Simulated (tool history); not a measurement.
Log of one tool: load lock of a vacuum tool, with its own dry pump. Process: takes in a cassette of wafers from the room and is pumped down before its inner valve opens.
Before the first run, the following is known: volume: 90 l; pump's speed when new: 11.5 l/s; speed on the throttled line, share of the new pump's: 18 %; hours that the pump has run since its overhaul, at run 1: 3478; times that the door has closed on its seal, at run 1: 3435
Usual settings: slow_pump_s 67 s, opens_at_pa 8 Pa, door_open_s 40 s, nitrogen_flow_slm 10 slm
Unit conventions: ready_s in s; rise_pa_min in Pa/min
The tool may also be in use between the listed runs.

| run | hour | slow_pump_s | opens_at_pa | door_open_s | nitrogen_flow_slm | hours that the pump has run since its overhaul | times that the door has closed on its seal | incoming humidity of the room's air, % | ready_s | rise_pa_min |
|---|---|---|---|---|---|---|---|---|---|---|
| 1 | 0 | 67 | 8 | 40 | 10 | 3478 | 3435 | 47.5 | 130.2 | 0.025 |
| 2 | 120.5 | 67 | 8 | 40 | 8 | 3599 | 3964 | 47.7 | 130.2 | 0.028 |
| 3 | 210.7 | 67 | 8 | 40 | 10 | 3689 | 4360 | 43.4 | 130.1 | 0.03 |
| 4 | 292 | 67 | 8 | 40 | 10 | 3770 | 4717 | 48.1 | 129.1 | 0.031 |
| 5 | 369.5 | 67 | 8 | 40 | 10 | 3848 | 5057 | 42.9 | 131.2 | 0.028 |
| 6 | 452 | 67 | 8 | 40 | 8 | 3930 | 5419 | 45.7 | 131.1 | 0.028 |
| 7 | 526.4 | 67 | 8 | 40 | 8 | 4005 | 5746 | 44.5 | 130.8 | 0.03 |
| 8 | 654.1 | 67 | 8 | 40 | 8 | 4132 | 6307 | 46.6 | 131.6 | 0.038 |
| 9 | 758.3 | 67 | 8 | 40 | 8 | 4236 | 6764 | 42.5 | 132.8 | 0.032 |
| 10 | 863.3 | 96 | 8 | 40 | 10 | 4342 | 7225 | 46.6 | 154.7 | 0.035 |
| 11 | 936.8 | 96 | 8 | 184 | 10 | 4415 | 7548 | 43.8 | 154.9 | 0.042 |
| 12 | 1020.2 | 67 | 8 | 40 | 20 | 4498 | 7914 | 47.1 | 130.7 | 0.037 |
| 13 | 1103.8 | 84 | 13 | 148 | 19 | 4582 | 8281 | 47 | 142 | 0.048 |
| 14 | 1214.8 | 84 | 13 | 148 | 19 | 4693 | 8768 | 49 | 141.8 | 0.05 |
| 15 | 1299.7 | 129 | 6 | 47 | 8 | 4778 | 9141 | 41.1 | 183.6 | 0.043 |
| 16 | 1475.8 | 61 | 10 | 177 | 8 | 4954 | 9914 | 45.4 | 125.4 | 0.061 |
| 17 | 1647.6 | 75 | 16 | 130 | 21 | 5126 | 10668 | 47.8 | 132.4 | 0.05 |
| 18 | 1733.5 | 107 | 7 | 130 | 8 | 5212 | 11045 | 46.9 | 163.6 | 0.058 |
| 19 | 1876.1 | 67 | 6 | 120 | 25 | 5354 | 11671 | 42.1 | 133.3 | 0.053 |
| 20 | 1975 | 63 | 15 | 179 | 4 | 5453 | 12106 | 45.4 | 123.4 | 0.067 |
| 21 | 2074.8 | 63 | 15 | 179 | 4 | 5553 | 12543 | 43.4 | 123 | 0.063 |
| 22 | 2233.3 | 67 | 8 | 46 | 22 | 5711 | 13239 | 44.4 | 131.6 | 0.057 |
| 23 | 2416.6 | 35 | 9 | 46 | 22 | 5895 | 14044 | 44.1 | 104.9 | 0.058 |

Alternative continuations, all from the tool just after run 23; predict every row:
| A | 2581.2 | 38 | 13 | 46 | 22 | 6059 | 14767 | 46.1 | ? | ? |
| B | 2581.2 | 67 | 9 | 228 | 5 | 6059 | 14767 | 43.3 | ? | ? |
| C | 2581.2 | 69 | 8 | 40 | 34 | 6059 | 14767 | 40.8 | ? | ? |
| D | 2581.2 | 35 | 6 | 44 | 22 | 6059 | 14767 | 46.4 | ? | ? |
| E | 2581.2 | 67 | 8 | 40 | 11 | 6059 | 14767 | 42.8 | ? | ? |

| run | ready_s | rise_pa_min |
|---|---|---|
| A | 105.2 | 0.065 |
| B | 131.2 | 0.08 |
| C | 134.2 | 0.059 |
| D | 109.4 | 0.062 |
| E | 132.9 | 0.065 |
Without the tool's unlogged condition, the same runs would have read:
| run | ready_s | rise_pa_min |
|---|---|---|
| A | 102.1 | 0.013 |
| B | 128.2 | 0.03 |
| C | 131.1 | 0.008 |
| D | 105.8 | 0.012 |
| E | 129.8 | 0.015 |
